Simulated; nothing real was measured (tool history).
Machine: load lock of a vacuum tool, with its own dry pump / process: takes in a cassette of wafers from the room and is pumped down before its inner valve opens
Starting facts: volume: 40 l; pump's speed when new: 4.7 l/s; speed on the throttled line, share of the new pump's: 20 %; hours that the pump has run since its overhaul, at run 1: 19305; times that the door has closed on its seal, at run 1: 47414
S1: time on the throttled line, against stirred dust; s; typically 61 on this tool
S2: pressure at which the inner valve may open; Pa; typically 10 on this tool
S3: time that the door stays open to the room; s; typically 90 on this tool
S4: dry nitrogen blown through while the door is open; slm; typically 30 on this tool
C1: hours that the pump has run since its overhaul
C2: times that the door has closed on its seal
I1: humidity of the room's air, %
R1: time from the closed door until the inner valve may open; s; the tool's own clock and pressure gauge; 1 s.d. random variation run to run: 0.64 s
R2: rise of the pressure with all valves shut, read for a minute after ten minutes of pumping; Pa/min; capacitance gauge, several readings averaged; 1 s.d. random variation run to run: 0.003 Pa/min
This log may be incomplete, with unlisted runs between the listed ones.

{"run": 1, "day": 0.0, "S1": 61, "S2": 10, "S3": 90, "S4": 30, "C1": 19305, "C2": 47414, "I1": 42.7, "R1": 137.2, "R2": 0.324}
{"run": 2, "day": 10.308, "S1": 61, "S2": 10, "S3": 90, "S4": 30, "C1": 19552, "C2": 48407, "I1": 48.9, "R1": 137.3, "R2": 0.334}
{"day": 14.712, "done": "door's seal changed, seat wiped"}
{"run": 3, "day": 27.971, "S1": 61, "S2": 10, "S3": 90, "S4": 30, "C1": 19975, "C2": 1276, "I1": 45.1, "R1": 136.5, "R2": 0.022}
{"run": 4, "day": 45.396, "S1": 61, "S2": 10, "S3": 90, "S4": 30, "C1": 20393, "C2": 2953, "I1": 44.1, "R1": 139, "R2": 0.021}
{"run": 5, "day": 56.208, "S1": 61, "S2": 10, "S3": 90, "S4": 30, "C1": 20652, "C2": 3994, "I1": 44, "R1": 137.8, "R2": 0.021}
{"run": 6, "day": 70.412, "S1": 61, "S2": 10, "S3": 90, "S4": 30, "C1": 20993, "C2": 5361, "I1": 42.7, "R1": 137.9, "R2": 0.032}
{"day": 88.433, "done": "dry pump taken out, an overhauled one fitted"}
{"run": 7, "day": 88.671, "S1": 61, "S2": 10, "S3": 90, "S4": 30, "C1": 6, "C2": 7095, "I1": 41.2, "R1": 125.9, "R2": 0.034}
{"run": 8, "day": 101.721, "S1": 61, "S2": 10, "S3": 90, "S4": 30, "C1": 319, "C2": 8351, "I1": 43, "R1": 126.7, "R2": 0.038}
{"run": 9, "day": 116.721, "S1": 61, "S2": 10, "S3": 90, "S4": 30, "C1": 679, "C2": 9795, "I1": 48.6, "R1": 125.1, "R2": 0.042}
{"run": 10, "day": 131.117, "S1": 61, "S2": 10, "S3": 90, "S4": 30, "C1": 1024, "C2": 11181, "I1": 46.2, "R1": 125.9, "R2": 0.049}
{"run": 11, "day": 155.85, "S1": 61, "S2": 10, "S3": 53, "S4": 30, "C1": 1618, "C2": 13562, "I1": 49.5, "R1": 127, "R2": 0.061}
{"run": 12, "day": 173.621, "S1": 61, "S2": 10, "S3": 53, "S4": 30, "C1": 2045, "C2": 15273, "I1": 45.8, "R1": 128.2, "R2": 0.068}
{"run": 13, "day": 189.108, "S1": 61, "S2": 10, "S3": 90, "S4": 30, "C1": 2416, "C2": 16764, "I1": 45.6, "R1": 127.1, "R2": 0.074}
{"run": 14, "day": 211.712, "S1": 61, "S2": 10, "S3": 79, "S4": 30, "C1": 2959, "C2": 18939, "I1": 43.5, "R1": 127.7, "R2": 0.085}
{"run": 15, "day": 234.921, "S1": 61, "S2": 10, "S3": 90, "S4": 10, "C1": 3516, "C2": 21174, "I1": 45.3, "R1": 128.5, "R2": 0.113}
{"run": 16, "day": 259.558, "S1": 61, "S2": 10, "S3": 90, "S4": 8, "C1": 4107, "C2": 23545, "I1": 42.8, "R1": 127.5, "R2": 0.132}
{"run": 17, "day": 273.062, "S1": 61, "S2": 10, "S3": 90, "S4": 8, "C1": 4431, "C2": 24846, "I1": 44.4, "R1": 128.6, "R2": 0.132}
{"run": 18, "day": 293.879, "S1": 61, "S2": 12, "S3": 90, "S4": 8, "C1": 4931, "C2": 26849, "I1": 43.5, "R1": 127.6, "R2": 0.154}
{"run": 19, "day": 313.742, "S1": 61, "S2": 12, "S3": 90, "S4": 8, "C1": 5407, "C2": 28761, "I1": 46.6, "R1": 128.1, "R2": 0.17}
{"run": 20, "day": 326.862, "S1": 61, "S2": 10, "S3": 90, "S4": 30, "C1": 5722, "C2": 30024, "I1": 46.5, "R1": 129.5, "R2": 0.165}
{"run": 21, "day": 338.088, "S1": 79, "S2": 19, "S3": 110, "S4": 30, "C1": 5992, "C2": 31105, "I1": 45.2, "R1": 136.7, "R2": 0.166}
{"run": 22, "day": 358.192, "S1": 61, "S2": 10, "S3": 115, "S4": 30, "C1": 6474, "C2": 33040, "I1": 42.1, "R1": 129.2, "R2": 0.186}
{"run": 23, "day": 371.312, "S1": 61, "S2": 10, "S3": 115, "S4": 30, "C1": 6789, "C2": 34303, "I1": 43.2, "R1": 129.6, "R2": 0.191}
{"run": 24, "day": 386.525, "S1": 118, "S2": 10, "S3": 46, "S4": 7, "C1": 7154, "C2": 35768, "I1": 44.3, "R1": 175.2, "R2": 0.213}
{"run": 25, "day": 399.538, "S1": 109, "S2": 10, "S3": 46, "S4": 7, "C1": 7466, "C2": 37020, "I1": 45.8, "R1": 168.7, "R2": 0.223}
{"run": 26, "day": 420.408, "S1": 109, "S2": 10, "S3": 46, "S4": 7, "C1": 7967, "C2": 39029, "I1": 40.9, "R1": 166.8, "R2": 0.24}

Run 27, settings as shown, results not yet in. Your forecast:
{"run": 27, "day": 440.771, "S1": 109, "S2": 10, "S3": 77, "S4": 7, "C1": 8456, "C2": 40990, "I1": 45.6, "R1": "?", "R2": "?"}

R1: 167.4 s
R2: 0.269 Pa/min
If the tool had no hidden condition, the same run with the same run-to-run variation would have returned R1 164.9 s, R2 0.028 Pa/min.
